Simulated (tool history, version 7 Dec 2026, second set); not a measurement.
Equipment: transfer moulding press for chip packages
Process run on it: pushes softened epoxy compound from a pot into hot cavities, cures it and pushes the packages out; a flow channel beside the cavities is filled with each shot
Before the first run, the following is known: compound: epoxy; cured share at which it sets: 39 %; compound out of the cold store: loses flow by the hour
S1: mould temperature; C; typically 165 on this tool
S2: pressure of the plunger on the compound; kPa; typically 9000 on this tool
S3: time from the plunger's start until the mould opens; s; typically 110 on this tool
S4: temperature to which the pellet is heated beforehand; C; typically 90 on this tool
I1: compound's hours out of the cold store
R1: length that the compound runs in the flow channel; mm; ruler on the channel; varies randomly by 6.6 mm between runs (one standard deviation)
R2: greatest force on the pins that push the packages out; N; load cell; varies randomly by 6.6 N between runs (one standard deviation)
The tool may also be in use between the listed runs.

run    hour   S1     S2   S3  S4    I1   R1   R2
  1     0.0  165   9000  110  90  13.6  669  396
       39.8  -- mould's thermocouples calibrated
       46.4  -- cavities cleaned with cleaning compound and waxed
  2    46.4  172   9000  110  90  28.5  620  254
  3    85.6  165   9000  110  90  34.4  616  343
      155.7  -- plunger's sealing rings changed
  4   160.0  165   9000  110  90  28.6  676  421
      177.6  -- cavities cleaned with cleaning compound and waxed
  5   214.1  165   9000  114  90   9.7  729  327
  6   266.8  165   9840  110  90  29.0  705  416
      305.2  -- cavities cleaned with cleaning compound and waxed
  7   335.6  165   9840  110  90  32.7  689  318
      383.7  -- mould's thermocouples calibrated, once more
  8   399.8  165   9840  110  90  18.6  730  399
      437.8  -- cavities cleaned with cleaning compound and waxed
  9   474.0  165   9000  110  90  21.8  689  334
 10   510.6  165  10520  110  90  26.8  721  364
      565.4  -- cavities cleaned with cleaning compound and waxed
 11   579.0  165  10520  110  90  15.0  751  290
 12   657.1  165   7830  110  90  43.4  587  403
      693.9  -- cavities cleaned with cleaning compound and waxed
 13   695.9  165   7830  110  90  21.1  614  264
 14   746.6  165   9000  129  90  18.4  667  348
 15   781.5  165   9000  129  90  43.4  624  378
 16   813.6  162   9320   94  90  11.6  701  568
      825.6  -- cavities cleaned with cleaning compound and waxed
 17   847.2  165   8490  110  90  23.7  629  307
 18   918.2  169   8490  110  90  27.2  610  364
      953.3  -- cavities cleaned with cleaning compound and waxed
 19   972.4  166   7820   95  99  30.6  581  324
 20  1045.1  167  10950  113  92  37.0  659  397
     1060.6  -- plunger's sealing rings changed
     1084.3  -- cavities cleaned with cleaning compound and waxed
 21  1098.2  167  10950  113  92  25.6  758  287
 22  1175.1  167  10950  113  92  37.7  707  390
     1214.1  -- cavities cleaned with cleaning compound and waxed
 23  1251.0  167  10950  113  92  31.8  727  321

The next listed run, before its measurement:
     1268.3  -- mould's thermocouples calibrated
 24  1316.5  167  10950  113  89  40.1   ?   ?

{"run 24": {"R1": 704, "R2": 402}}
Without the tool's hidden state the same run would have given R1 723 mm, R2 252 N.

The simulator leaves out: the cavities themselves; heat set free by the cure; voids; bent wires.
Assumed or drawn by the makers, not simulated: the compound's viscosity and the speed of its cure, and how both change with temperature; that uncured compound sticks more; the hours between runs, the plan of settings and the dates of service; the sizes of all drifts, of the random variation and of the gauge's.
